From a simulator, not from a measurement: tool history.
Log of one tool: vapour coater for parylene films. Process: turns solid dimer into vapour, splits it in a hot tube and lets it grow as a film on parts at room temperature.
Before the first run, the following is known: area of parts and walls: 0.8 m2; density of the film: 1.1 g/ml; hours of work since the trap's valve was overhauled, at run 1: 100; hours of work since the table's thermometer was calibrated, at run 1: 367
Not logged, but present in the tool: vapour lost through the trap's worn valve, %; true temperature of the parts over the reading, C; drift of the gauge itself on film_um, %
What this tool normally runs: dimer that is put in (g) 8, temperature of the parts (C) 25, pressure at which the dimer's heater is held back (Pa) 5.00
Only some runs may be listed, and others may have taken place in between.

| run | hour | dimer that is put in (g) | temperature of the parts (C) | pressure at which the dimer's heater is held back (Pa) | hours of work since the trap's valve was overhauled | hours of work since the table's thermometer was calibrated | thickness of the film (um) |
|---|---|---|---|---|---|---|---|
| 1 | 0.0 | 8 | 25 | 5.00 | 100 | 367 | 6.44 |
| 2 | 13.1 | 6 | 25 | 5.00 | 110 | 377 | 4.90 |
| 3 | 21.5 | 6 | 25 | 5.00 | 117 | 384 | 4.91 |
| 4 | 30.9 | 8 | 25 | 5.00 | 124 | 391 | 6.48 |
| 5 | 45.6 | 8 | 33 | 5.00 | 135 | 402 | 5.29 |
| 6 | 53.4 | 8 | 33 | 5.00 | 142 | 408 | 5.18 |
| 7 | 61.6 | 8 | 17 | 5.00 | 148 | 415 | 7.98 |
| 8 | 68.3 | 8 | 17 | 5.00 | 153 | 420 | 8.02 |
| 9 | 77.9 | 8 | 17 | 5.00 | 161 | 428 | 8.08 |
| 10 | 88.0 | 8 | 22 | 5.00 | 169 | 435 | 7.03 |
| 11 | 102.2 | 8 | 27 | 5.00 | 180 | 447 | 6.14 |
| 12 | 110.2 | 8 | 27 | 5.00 | 186 | 453 | 6.16 |
| 13 | 120.7 | 8 | 27 | 5.00 | 194 | 461 | 6.14 |
| 14 | 136.1 | 8 | 27 | 5.00 | 206 | 473 | 6.14 |
| 15 | 151.0 | 8 | 25 | 8.72 | 218 | 485 | 5.75 |
| 16 | 161.9 | 8 | 25 | 8.72 | 226 | 493 | 5.77 |
| 17 | 175.1 | 8 | 25 | 8.72 | 237 | 504 | 5.69 |
| 18 | 189.8 | 8 | 25 | 9.31 | 248 | 515 | 5.66 |
| 19 | 204.1 | 8 | 25 | 10.48 | 259 | 526 | 5.49 |
|  | 212.0 | trap's valve overhauled |
| 20 | 220.2 | 8 | 25 | 10.48 | 6 | 536 | 5.58 |
| 21 | 232.9 | 6 | 25 | 5.00 | 16 | 546 | 4.85 |
| 22 | 244.3 | 6 | 25 | 2.88 | 25 | 554 | 5.48 |
| 23 | 252.8 | 8 | 25 | 5.00 | 32 | 561 | 6.46 |
| 24 | 261.2 | 7 | 27 | 5.00 | 38 | 568 | 5.41 |
| 25 | 271.2 | 8 | 37 | 2.52 | 46 | 575 | 5.40 |
| 26 | 286.3 | 5 | 20 | 5.00 | 58 | 587 | 4.64 |
| 27 | 302.3 | 13 | 26 | 10.91 | 71 | 600 | 8.73 |
| 28 | 315.8 | 8 | 25 | 2.25 | 81 | 610 | 7.68 |
| 29 | 328.2 | 5 | 25 | 2.24 | 91 | 620 | 4.79 |
| 30 | 344.2 | 4 | 28 | 2.24 | 103 | 632 | 3.52 |
| 31 | 357.7 | 7 | 25 | 4.06 | 114 | 643 | 5.89 |
| 32 | 369.7 | 8 | 25 | 2.11 | 123 | 652 | 7.77 |
| 33 | 380.8 | 8 | 25 | 2.11 | 132 | 661 | 7.80 |
| 34 | 389.9 | 8 | 25 | 2.11 | 139 | 668 | 7.77 |
| 35 | 404.6 | 8 | 25 | 4.25 | 150 | 680 | 6.72 |
| 36 | 412.8 | 8 | 25 | 4.25 | 157 | 686 | 6.67 |
| 37 | 425.7 | 7 | 22 | 5.00 | 167 | 696 | 6.19 |
| 38 | 433.2 | 12 | 21 | 2.86 | 173 | 702 | 12.20 |
| 39 | 440.9 | 8 | 24 | 5.00 | 179 | 708 | 6.65 |
| 40 | 448.8 | 8 | 24 | 5.00 | 185 | 714 | 6.64 |
| 41 | 463.7 | 4 | 31 | 9.87 | 197 | 726 | 2.39 |
| 42 | 479.4 | 4 | 19 | 3.48 | 209 | 738 | 4.13 |
| 43 | 491.6 | 4 | 19 | 3.48 | 218 | 748 | 4.10 |
| 44 | 498.5 | 8 | 24 | 7.33 | 224 | 753 | 6.10 |
| 45 | 514.8 | 8 | 24 | 7.33 | 237 | 766 | 6.10 |
| 46 | 528.2 | 8 | 25 | 7.33 | 247 | 776 | 5.96 |

Forecast each of these 5 alternatives for the next run:
| A | 544.4 | 3 | 25 | 7.33 | 260 | 789 | ? |
| B | 544.4 | 8 | 22 | 2.93 | 260 | 789 | ? |
| C | 544.4 | 4 | 26 | 8.58 | 260 | 789 | ? |
| D | 544.4 | 8 | 20 | 5.00 | 260 | 789 | ? |
| E | 544.4 | 12 | 25 | 5.00 | 260 | 789 | ? |

| run | thickness of the film (um) |
|---|---|
| A | 2.26 |
| B | 7.84 |
| C | 2.81 |
| D | 7.38 |
| E | 9.75 |
What these runs would have given with no unlogged condition in the tool:
| run | thickness of the film (um) |
|---|---|
| A | 2.26 |
| B | 7.86 |
| C | 2.82 |
| D | 7.39 |
| E | 9.77 |
